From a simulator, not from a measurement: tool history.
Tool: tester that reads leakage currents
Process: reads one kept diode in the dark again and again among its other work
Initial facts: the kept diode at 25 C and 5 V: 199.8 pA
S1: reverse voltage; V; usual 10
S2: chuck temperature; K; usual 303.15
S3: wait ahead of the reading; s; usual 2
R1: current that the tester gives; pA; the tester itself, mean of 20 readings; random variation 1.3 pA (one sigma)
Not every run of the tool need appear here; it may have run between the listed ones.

| run | hour | S1 | S2 | S3 | R1 |
|---|---|---|---|---|---|
| 1 | 0 | 10 | 303.15 | 2 | 448 |
| 2 | 30.3 | 10 | 303.15 | 2 | 447.47 |
| 3 | 55.6 | 10 | 303.15 | 2 | 446.64 |
| 4 | 79.1 | 10 | 303.15 | 2 | 447.42 |
| 5 | 98.4 | 10 | 303.15 | 2 | 447.71 |
| 6 | 129.1 | 10 | 303.15 | 2 | 450.05 |
| 7 | 163.5 | 10 | 303.15 | 2 | 451.46 |
| 8 | 189.6 | 10.8 | 303.15 | 2 | 466.69 |
| 9 | 210.6 | 10.8 | 303.15 | 2 | 470.22 |
| 10 | 242.1 | 10.8 | 303.15 | 5.39 | 468.76 |
| 11 | 278.1 | 10.8 | 303.15 | 5.39 | 471.25 |
| 12 | 309 | 10 | 300.15 | 2 | 354.65 |
| 13 | 331.3 | 10 | 300.15 | 2 | 356.56 |
| 14 | 362.2 | 10 | 333.15 | 2 | 4208.46 |
| 15 | 387.8 | 10 | 333.15 | 2 | 4190.1 |
| 16 | 408.3 | 10 | 303.15 | 2 | 458.72 |
| 17 | 434.6 | 10 | 303.15 | 2 | 462.81 |
| 18 | 460.7 | 10 | 303.15 | 2 | 461.28 |
| 19 | 495.9 | 10 | 303.15 | 2 | 461.48 |
|  | 500.2 | chuck's temperature calibrated |
| 20 | 526.9 | 4.5 | 303.15 | 2 | 322.78 |
| 21 | 548.6 | 7.7 | 305.15 | 1.16 | 491.46 |
| 22 | 580.8 | 7.7 | 305.15 | 1.16 | 490.3 |
| 23 | 598.4 | 2.3 | 322.15 | 3.72 | 1021.24 |
| 24 | 630.4 | 2.3 | 322.15 | 3.72 | 1022.29 |
| 25 | 646.8 | 1.8 | 322.15 | 3.5 | 916.37 |
| 26 | 670.4 | 1.8 | 322.15 | 3.5 | 909.7 |
|  | 687.6 | chuck's temperature calibrated, once more |
| 27 | 687.6 | 1 | 322.15 | 1.55 | 642.89 |
| 28 | 708.7 | 4.2 | 331.15 | 2.92 | 2342.15 |
| 29 | 742.3 | 4.3 | 331.15 | 2.92 | 2380.24 |
| 30 | 758 | 4.3 | 331.15 | 2.92 | 2390.65 |
| 31 | 786 | 2.3 | 299.15 | 2 | 158.52 |
| 32 | 808.5 | 13 | 297.15 | 2 | 304.89 |
| 33 | 826.8 | 7 | 298.15 | 2 | 247.3 |
| 34 | 853.4 | 7 | 298.15 | 2 | 248.56 |
| 35 | 885.7 | 15.5 | 298.15 | 7.41 | 364.48 |
| 36 | 909.5 | 2.1 | 296.15 | 0.69 | 120.15 |
| 37 | 944.3 | 2.1 | 296.15 | 0.69 | 120.73 |
| 38 | 979.6 | 7.3 | 317.15 | 0.36 | 1137.5 |
| 39 | 1002 | 7.3 | 317.15 | 0.36 | 1145.96 |

Alternative continuations, all from the tool just after run 39; predict every row:
| A | 1019.7 | 7.3 | 325.15 | 0.36 | ? |
| B | 1019.7 | 13.9 | 321.15 | 3.44 | ? |
| C | 1019.7 | 2.9 | 315.15 | 3.91 | ? |
| D | 1019.7 | 1.8 | 294.15 | 9.75 | ? |
| E | 1019.7 | 10 | 326.15 | 0.39 | ? |

| run | R1 |
|---|---|
| A | 2036.83 |
| B | 2058.76 |
| C | 639.14 |
| D | 94.57 |
| E | 2507.92 |
Stripped of hidden state, with their random variation kept, the same runs would have yielded:
| run | R1 |
|---|---|
| A | 1950.47 |
| B | 1964.46 |
| C | 610.73 |
| D | 88.85 |
| E | 2400.99 |
